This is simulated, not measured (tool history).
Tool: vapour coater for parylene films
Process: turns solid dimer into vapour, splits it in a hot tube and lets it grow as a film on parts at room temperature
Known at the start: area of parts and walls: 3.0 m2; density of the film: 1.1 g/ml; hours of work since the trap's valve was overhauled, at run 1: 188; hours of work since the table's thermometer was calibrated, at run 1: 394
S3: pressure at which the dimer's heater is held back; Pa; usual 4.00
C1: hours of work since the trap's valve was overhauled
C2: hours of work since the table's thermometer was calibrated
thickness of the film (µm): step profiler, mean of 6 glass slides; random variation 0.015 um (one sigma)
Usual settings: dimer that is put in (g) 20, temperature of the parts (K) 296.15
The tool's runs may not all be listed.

run 1 hour=0.0 | dimer_that_is_put_in_(g)=20 temperature_of_the_parts_(K)=296.15 S3=4.00 | C1=188 C2=394 | thickness_of_the_film_(µm)=3.85
run 2 hour=10.0 | dimer_that_is_put_in_(g)=25 temperature_of_the_parts_(K)=296.15 S3=4.00 | C1=196 C2=403 | thickness_of_the_film_(µm)=4.79
run 3 hour=17.7 | dimer_that_is_put_in_(g)=16 temperature_of_the_parts_(K)=296.15 S3=4.00 | C1=203 C2=409 | thickness_of_the_film_(µm)=3.08
run 4 hour=31.5 | dimer_that_is_put_in_(g)=16 temperature_of_the_parts_(K)=296.15 S3=4.00 | C1=215 C2=421 | thickness_of_the_film_(µm)=3.04
run 5 hour=47.6 | dimer_that_is_put_in_(g)=16 temperature_of_the_parts_(K)=296.15 S3=4.00 | C1=228 C2=435 | thickness_of_the_film_(µm)=3.06
run 6 hour=64.2 | dimer_that_is_put_in_(g)=16 temperature_of_the_parts_(K)=296.15 S3=4.00 | C1=242 C2=449 | thickness_of_the_film_(µm)=3.05
run 7 hour=73.8 | dimer_that_is_put_in_(g)=20 temperature_of_the_parts_(K)=296.15 S3=4.00 | C1=250 C2=457 | thickness_of_the_film_(µm)=3.85
run 8 hour=89.2 | dimer_that_is_put_in_(g)=20 temperature_of_the_parts_(K)=296.15 S3=4.00 | C1=263 C2=470 | thickness_of_the_film_(µm)=3.78
run 9 hour=97.2 | dimer_that_is_put_in_(g)=20 temperature_of_the_parts_(K)=296.15 S3=4.00 | C1=270 C2=476 | thickness_of_the_film_(µm)=3.79
run 10 hour=112.2 | dimer_that_is_put_in_(g)=20 temperature_of_the_parts_(K)=296.15 S3=4.00 | C1=283 C2=489 | thickness_of_the_film_(µm)=3.80
run 11 hour=125.6 | dimer_that_is_put_in_(g)=20 temperature_of_the_parts_(K)=296.15 S3=4.00 | C1=294 C2=500 | thickness_of_the_film_(µm)=3.77
run 12 hour=135.8 | dimer_that_is_put_in_(g)=20 temperature_of_the_parts_(K)=296.15 S3=4.00 | C1=303 C2=509 | thickness_of_the_film_(µm)=3.76
run 13 hour=146.6 | dimer_that_is_put_in_(g)=20 temperature_of_the_parts_(K)=296.15 S3=4.00 | C1=312 C2=518 | thickness_of_the_film_(µm)=3.80
-- hour=148.7 table's thermometer calibrated
run 14 hour=155.4 | dimer_that_is_put_in_(g)=20 temperature_of_the_parts_(K)=296.15 S3=8.61 | C1=318 C2=6 | thickness_of_the_film_(µm)=3.29
run 15 hour=164.5 | dimer_that_is_put_in_(g)=20 temperature_of_the_parts_(K)=296.15 S3=8.61 | C1=326 C2=13 | thickness_of_the_film_(µm)=3.28
-- hour=170.3 trap's valve overhauled
run 16 hour=183.3 | dimer_that_is_put_in_(g)=20 temperature_of_the_parts_(K)=296.15 S3=8.61 | C1=11 C2=26 | thickness_of_the_film_(µm)=3.45
run 17 hour=190.9 | dimer_that_is_put_in_(g)=20 temperature_of_the_parts_(K)=296.15 S3=8.61 | C1=17 C2=32 | thickness_of_the_film_(µm)=3.46
run 18 hour=204.5 | dimer_that_is_put_in_(g)=20 temperature_of_the_parts_(K)=296.15 S3=8.61 | C1=29 C2=44 | thickness_of_the_film_(µm)=3.44
run 19 hour=215.0 | dimer_that_is_put_in_(g)=20 temperature_of_the_parts_(K)=296.15 S3=4.00 | C1=38 C2=53 | thickness_of_the_film_(µm)=4.01
run 20 hour=232.1 | dimer_that_is_put_in_(g)=31 temperature_of_the_parts_(K)=296.15 S3=4.00 | C1=52 C2=67 | thickness_of_the_film_(µm)=6.21
-- hour=238.0 table's thermometer calibrated, once more
run 21 hour=248.2 | dimer_that_is_put_in_(g)=31 temperature_of_the_parts_(K)=296.15 S3=4.00 | C1=65 C2=9 | thickness_of_the_film_(µm)=5.98
run 22 hour=261.8 | dimer_that_is_put_in_(g)=31 temperature_of_the_parts_(K)=296.15 S3=4.00 | C1=77 C2=20 | thickness_of_the_film_(µm)=5.95
run 23 hour=277.3 | dimer_that_is_put_in_(g)=26 temperature_of_the_parts_(K)=292.15 S3=7.79 | C1=90 C2=33 | thickness_of_the_film_(µm)=5.25
run 24 hour=293.3 | dimer_that_is_put_in_(g)=34 temperature_of_the_parts_(K)=296.15 S3=3.14 | C1=103 C2=47 | thickness_of_the_film_(µm)=6.83
run 25 hour=301.1 | dimer_that_is_put_in_(g)=24 temperature_of_the_parts_(K)=296.15 S3=4.00 | C1=110 C2=53 | thickness_of_the_film_(µm)=4.60
run 26 hour=311.2 | dimer_that_is_put_in_(g)=24 temperature_of_the_parts_(K)=302.15 S3=4.00 | C1=118 C2=62 | thickness_of_the_film_(µm)=3.51
run 27 hour=323.4 | dimer_that_is_put_in_(g)=17 temperature_of_the_parts_(K)=294.15 S3=6.50 | C1=129 C2=72 | thickness_of_the_film_(µm)=3.22
run 28 hour=332.9 | dimer_that_is_put_in_(g)=33 temperature_of_the_parts_(K)=296.15 S3=4.00 | C1=137 C2=80 | thickness_of_the_film_(µm)=6.33
run 29 hour=348.1 | dimer_that_is_put_in_(g)=20 temperature_of_the_parts_(K)=289.15 S3=7.22 | C1=149 C2=93 | thickness_of_the_film_(µm)=4.62
run 30 hour=364.4 | dimer_that_is_put_in_(g)=20 temperature_of_the_parts_(K)=297.15 S3=4.00 | C1=163 C2=107 | thickness_of_the_film_(µm)=3.66
run 31 hour=375.3 | dimer_that_is_put_in_(g)=13 temperature_of_the_parts_(K)=293.15 S3=7.24 | C1=172 C2=116 | thickness_of_the_film_(µm)=2.50
run 32 hour=382.9 | dimer_that_is_put_in_(g)=20 temperature_of_the_parts_(K)=296.15 S3=4.00 | C1=179 C2=122 | thickness_of_the_film_(µm)=3.80
run 33 hour=397.4 | dimer_that_is_put_in_(g)=22 temperature_of_the_parts_(K)=293.15 S3=3.15 | C1=191 C2=135 | thickness_of_the_film_(µm)=5.00
run 34 hour=412.9 | dimer_that_is_put_in_(g)=22 temperature_of_the_parts_(K)=293.15 S3=3.15 | C1=204 C2=148 | thickness_of_the_film_(µm)=5.00
run 35 hour=420.8 | dimer_that_is_put_in_(g)=15 temperature_of_the_parts_(K)=300.15 S3=7.57 | C1=211 C2=154 | thickness_of_the_film_(µm)=2.09
run 36 hour=430.1 | dimer_that_is_put_in_(g)=18 temperature_of_the_parts_(K)=294.15 S3=5.98 | C1=219 C2=162 | thickness_of_the_film_(µm)=3.42
run 37 hour=447.1 | dimer_that_is_put_in_(g)=24 temperature_of_the_parts_(K)=303.15 S3=2.01 | C1=233 C2=177 | thickness_of_the_film_(µm)=3.83
run 38 hour=454.6 | dimer_that_is_put_in_(g)=24 temperature_of_the_parts_(K)=303.15 S3=2.01 | C1=239 C2=183 | thickness_of_the_film_(µm)=3.81
run 39 hour=462.4 | dimer_that_is_put_in_(g)=24 temperature_of_the_parts_(K)=303.15 S3=2.01 | C1=246 C2=190 | thickness_of_the_film_(µm)=3.80
run 40 hour=469.8 | dimer_that_is_put_in_(g)=14 temperature_of_the_parts_(K)=290.15 S3=2.01 | C1=252 C2=196 | thickness_of_the_film_(µm)=3.95
run 41 hour=481.6 | dimer_that_is_put_in_(g)=25 temperature_of_the_parts_(K)=296.15 S3=6.33 | C1=262 C2=206 | thickness_of_the_film_(µm)=4.30
run 42 hour=497.2 | dimer_that_is_put_in_(g)=30 temperature_of_the_parts_(K)=302.15 S3=7.35 | C1=275 C2=219 | thickness_of_the_film_(µm)=3.82
run 43 hour=504.9 | dimer_that_is_put_in_(g)=12 temperature_of_the_parts_(K)=299.15 S3=11.48 | C1=282 C2=226 | thickness_of_the_film_(µm)=1.61

How the hidden state differs across the entries between the runs, from the last listed run before each to the first after it:
Between runs 13 and 14: table's thermometer calibrated (hour 148.7)
  true temperature of the parts over the reading, C: -0.43 -> -0.71
  measured less the result without the state, thickness of the film (µm): -0.11 -> -0.06
Between runs 15 and 16: trap's valve overhauled (hour 170.3)
  vapour lost through the trap's worn valve, %: 5 -> 0.2; true temperature of the parts over the reading, C: -0.72 -> -0.73
  measured less the result without the state, thickness of the film (µm): -0.07 -> +0.11
Between runs 20 and 21: table's thermometer calibrated, once more (hour 238.0)
  vapour lost through the trap's worn valve, %: 0.8 -> 0.9; true temperature of the parts over the reading, C: -0.77 -> 0.06
  measured less the result without the state, thickness of the film (µm): +0.16 -> -0.07

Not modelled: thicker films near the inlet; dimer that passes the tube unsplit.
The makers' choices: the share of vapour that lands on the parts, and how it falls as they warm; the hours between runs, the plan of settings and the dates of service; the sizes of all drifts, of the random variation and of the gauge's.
